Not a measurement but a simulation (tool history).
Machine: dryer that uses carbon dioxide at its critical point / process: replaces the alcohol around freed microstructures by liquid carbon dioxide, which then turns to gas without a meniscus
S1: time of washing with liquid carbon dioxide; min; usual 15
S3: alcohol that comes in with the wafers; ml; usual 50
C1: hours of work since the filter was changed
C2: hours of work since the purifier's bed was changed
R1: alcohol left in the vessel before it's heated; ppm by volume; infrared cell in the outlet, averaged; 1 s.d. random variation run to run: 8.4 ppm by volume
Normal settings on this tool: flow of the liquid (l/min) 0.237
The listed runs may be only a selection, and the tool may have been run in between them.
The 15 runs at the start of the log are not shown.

Run 16, day 8.408: usual settings; C1 151; C2 205. Result: R1 663 ppm by volume.
Run 17, day 8.779: usual settings; C1 157; C2 212. Result: R1 671 ppm by volume.
Run 18, day 9.079: usual settings; C1 163; C2 217. Result: R1 680 ppm by volume.
Run 19, day 9.612: usual settings; C1 172; C2 226. Result: R1 694 ppm by volume.
Run 20, day 9.992: usual settings but S3 38 ml; C1 179; C2 233. Result: R1 578 ppm by volume.
Run 21, day 10.433: usual settings but S3 38 ml; C1 187; C2 241. Result: R1 561 ppm by volume.
At day 10.621: inlet filter changed.
Run 22, day 11.083: usual settings but S1 9 min, flow of the liquid (l/min) 0.209, S3 98 ml; C1 8; C2 252. Result: R1 11367 ppm by volume.
Run 23, day 11.779: usual settings but S1 16 min, flow of the liquid (l/min) 0.303, S3 90 ml; C1 21; C2 264. Result: R1 160 ppm by volume.
Run 24, day 12.088: usual settings but S1 16 min, flow of the liquid (l/min) 0.303, S3 90 ml; C1 26; C2 270. Result: R1 159 ppm by volume.
Run 25, day 12.604: usual settings but S1 20 min, S3 69 ml; C1 36; C2 279. Result: R1 150 ppm by volume.
Run 26, day 12.917: usual settings but S1 17 min, S3 27 ml; C1 41; C2 285. Result: R1 164 ppm by volume.
Run 27, day 13.317: usual settings but S1 21 min, flow of the liquid (l/min) 0.240, S3 52 ml; C1 48; C2 292. Result: R1 95 ppm by volume.
Run 28, day 13.754: usual settings but S1 14 min, flow of the liquid (l/min) 0.240, S3 52 ml; C1 56; C2 300. Result: R1 741 ppm by volume.
Run 29, day 14.400: usual settings but S1 14 min, flow of the liquid (l/min) 0.240, S3 52 ml; C1 68; C2 311. Result: R1 768 ppm by volume.
Run 30, day 14.912: usual settings but S1 14 min, flow of the liquid (l/min) 0.240, S3 112 ml; C1 77; C2 321. Result: R1 1686 ppm by volume.
Run 31, day 15.538: usual settings but S1 14 min, flow of the liquid (l/min) 0.240, S3 112 ml; C1 88; C2 332. Result: R1 1665 ppm by volume.
Run 32, day 16.196: usual settings but S1 14 min, flow of the liquid (l/min) 0.240, S3 112 ml; C1 100; C2 344. Result: R1 1702 ppm by volume.
Run 33, day 16.575: usual settings but S1 17 min, flow of the liquid (l/min) 0.219, S3 94 ml; C1 107; C2 350. Result: R1 885 ppm by volume.
Run 34, day 16.917: usual settings but S1 14 min, flow of the liquid (l/min) 0.356; C1 113; C2 356. Result: R1 110 ppm by volume.
Run 35, day 17.642: usual settings but S1 14 min, flow of the liquid (l/min) 0.356, S3 119 ml; C1 126; C2 369. Result: R1 236 ppm by volume.
Run 36, day 18.046: usual settings but S1 10 min, flow of the liquid (l/min) 0.287, S3 108 ml; C1 133; C2 377. Result: R1 3734 ppm by volume.
Run 37, day 18.696: usual settings but S1 10 min, flow of the liquid (l/min) 0.287, S3 108 ml; C1 145; C2 388. Result: R1 3618 ppm by volume.
Run 38, day 19.404: usual settings but S1 11 min, flow of the liquid (l/min) 0.287, S3 45 ml; C1 157; C2 401. Result: R1 1072 ppm by volume.
Run 39, day 19.758: usual settings but S1 20 min, flow of the liquid (l/min) 0.261; C1 164; C2 407. Result: R1 97 ppm by volume.
Run 40, day 20.092: usual settings but S1 13 min, flow of the liquid (l/min) 0.392; C1 170; C2 413. Result: R1 121 ppm by volume.

What does the tool deliver on the next run?
Run 41, day 20.521: usual settings but S1 14 min, flow of the liquid (l/min) 0.185; C1 177; C2 421. Result: R1 ?.

R1: 2631 ppm by volume
With the hidden condition absent and the run-to-run variation left alone, this run would have shown R1 1892 ppm by volume.
